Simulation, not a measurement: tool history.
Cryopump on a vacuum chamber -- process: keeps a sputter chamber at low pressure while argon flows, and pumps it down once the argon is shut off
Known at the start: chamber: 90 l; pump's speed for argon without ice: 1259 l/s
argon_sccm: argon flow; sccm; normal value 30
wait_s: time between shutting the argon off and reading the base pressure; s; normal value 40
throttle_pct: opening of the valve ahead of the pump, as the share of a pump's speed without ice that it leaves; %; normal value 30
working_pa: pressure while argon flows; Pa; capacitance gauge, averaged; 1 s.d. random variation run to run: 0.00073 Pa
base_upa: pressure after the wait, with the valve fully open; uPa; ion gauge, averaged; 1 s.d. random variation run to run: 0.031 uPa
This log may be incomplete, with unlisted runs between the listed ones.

run 1 hour=0 | argon_sccm=30 wait_s=40 throttle_pct=30 | working_pa=0.1412 base_upa=3.57
run 2 hour=40.9 | argon_sccm=30 wait_s=40 throttle_pct=30 | working_pa=0.1424 base_upa=3.73
run 3 hour=69.8 | argon_sccm=30 wait_s=40 throttle_pct=30 | working_pa=0.1421 base_upa=3.77
run 4 hour=121.5 | argon_sccm=30 wait_s=40 throttle_pct=30 | working_pa=0.1419 base_upa=3.93
run 5 hour=156 | argon_sccm=30 wait_s=222 throttle_pct=30 | working_pa=0.1426 base_upa=2.88
run 6 hour=203.6 | argon_sccm=30 wait_s=222 throttle_pct=30 | working_pa=0.1439 base_upa=3.03
run 7 hour=248.1 | argon_sccm=30 wait_s=222 throttle_pct=30 | working_pa=0.1431 base_upa=3.1
run 8 hour=302.2 | argon_sccm=30 wait_s=222 throttle_pct=30 | working_pa=0.1455 base_upa=3.31
run 9 hour=329.8 | argon_sccm=30 wait_s=40 throttle_pct=30 | working_pa=0.1446 base_upa=4.61
-- hour=342.1 leaking fittings of the chamber tightened, without venting
run 10 hour=381.8 | argon_sccm=30 wait_s=40 throttle_pct=18 | working_pa=0.234 base_upa=1.81
run 11 hour=433.1 | argon_sccm=30 wait_s=40 throttle_pct=18 | working_pa=0.2359 base_upa=1.93
run 12 hour=484.1 | argon_sccm=30 wait_s=40 throttle_pct=18 | working_pa=0.2377 base_upa=2.08
run 13 hour=525 | argon_sccm=30 wait_s=40 throttle_pct=18 | working_pa=0.2363 base_upa=2.19
-- hour=554.1 pump warmed up, emptied and cooled again
run 14 hour=561.9 | argon_sccm=30 wait_s=64 throttle_pct=30 | working_pa=0.1349 base_upa=1.48
run 15 hour=605.3 | argon_sccm=30 wait_s=64 throttle_pct=30 | working_pa=0.1363 base_upa=1.59
run 16 hour=634.6 | argon_sccm=30 wait_s=64 throttle_pct=30 | working_pa=0.1361 base_upa=1.69
run 17 hour=671.5 | argon_sccm=30 wait_s=64 throttle_pct=30 | working_pa=0.1367 base_upa=1.76
run 18 hour=735.4 | argon_sccm=30 wait_s=74 throttle_pct=22 | working_pa=0.1856 base_upa=1.78
run 19 hour=768.5 | argon_sccm=33 wait_s=248 throttle_pct=21 | working_pa=0.2133 base_upa=1.36
run 20 hour=797.1 | argon_sccm=50 wait_s=40 throttle_pct=37 | working_pa=0.1861 base_upa=2.56
run 21 hour=851 | argon_sccm=50 wait_s=264 throttle_pct=37 | working_pa=0.188 base_upa=1.44
run 22 hour=900.1 | argon_sccm=51 wait_s=204 throttle_pct=26 | working_pa=0.2719 base_upa=1.59
run 23 hour=966.7 | argon_sccm=34 wait_s=35 throttle_pct=30 | working_pa=0.1585 base_upa=3.15
run 24 hour=1034.2 | argon_sccm=34 wait_s=35 throttle_pct=30 | working_pa=0.1591 base_upa=3.21
run 25 hour=1069.2 | argon_sccm=48 wait_s=79 throttle_pct=23 | working_pa=0.2893 base_upa=2.46
run 26 hour=1108.9 | argon_sccm=13 wait_s=88 throttle_pct=34 | working_pa=0.0544 base_upa=2.45
run 27 hour=1158 | argon_sccm=52 wait_s=75 throttle_pct=47 | working_pa=0.1613 base_upa=2.68
run 28 hour=1217 | argon_sccm=52 wait_s=75 throttle_pct=47 | working_pa=0.1635 base_upa=2.82
run 29 hour=1257.2 | argon_sccm=52 wait_s=75 throttle_pct=43 | working_pa=0.1767 base_upa=2.92
run 30 hour=1296.6 | argon_sccm=52 wait_s=75 throttle_pct=43 | working_pa=0.1783 base_upa=3.04
run 31 hour=1324.4 | argon_sccm=47 wait_s=40 throttle_pct=32 | working_pa=0.2115 base_upa=3.7
run 32 hour=1371 | argon_sccm=47 wait_s=40 throttle_pct=32 | working_pa=0.2133 base_upa=3.9
run 33 hour=1423 | argon_sccm=45 wait_s=40 throttle_pct=40 | working_pa=0.1663 base_upa=4.04

Consider 5 possible next runs. They are alternatives, not a sequence: every one starts from the tool as it was left by run 33. What does each give?
run A hour=1464.3 | argon_sccm=13 wait_s=86 throttle_pct=33 | working_pa=? base_upa=?
run B hour=1464.3 | argon_sccm=30 wait_s=139 throttle_pct=56 | working_pa=? base_upa=?
run C hour=1464.3 | argon_sccm=54 wait_s=199 throttle_pct=29 | working_pa=? base_upa=?
run D hour=1464.3 | argon_sccm=13 wait_s=40 throttle_pct=30 | working_pa=? base_upa=?
run E hour=1464.3 | argon_sccm=50 wait_s=187 throttle_pct=15 | working_pa=? base_upa=?

run=A working_pa=0.0578 base_upa=3.46
run=B working_pa=0.0834 base_upa=3.19
run=C working_pa=0.2692 base_upa=3.03
run=D working_pa=0.0624 base_upa=4.12
run=E working_pa=0.4669 base_upa=3.2
Without the tool's unlogged condition, the same runs would have read:
run=A working_pa=0.053 base_upa=0.87
run=B working_pa=0.0723 base_upa=0.64
run=C working_pa=0.2493 base_upa=0.5
run=D working_pa=0.0577 base_upa=1.59
run=E working_pa=0.4483 base_upa=0.58
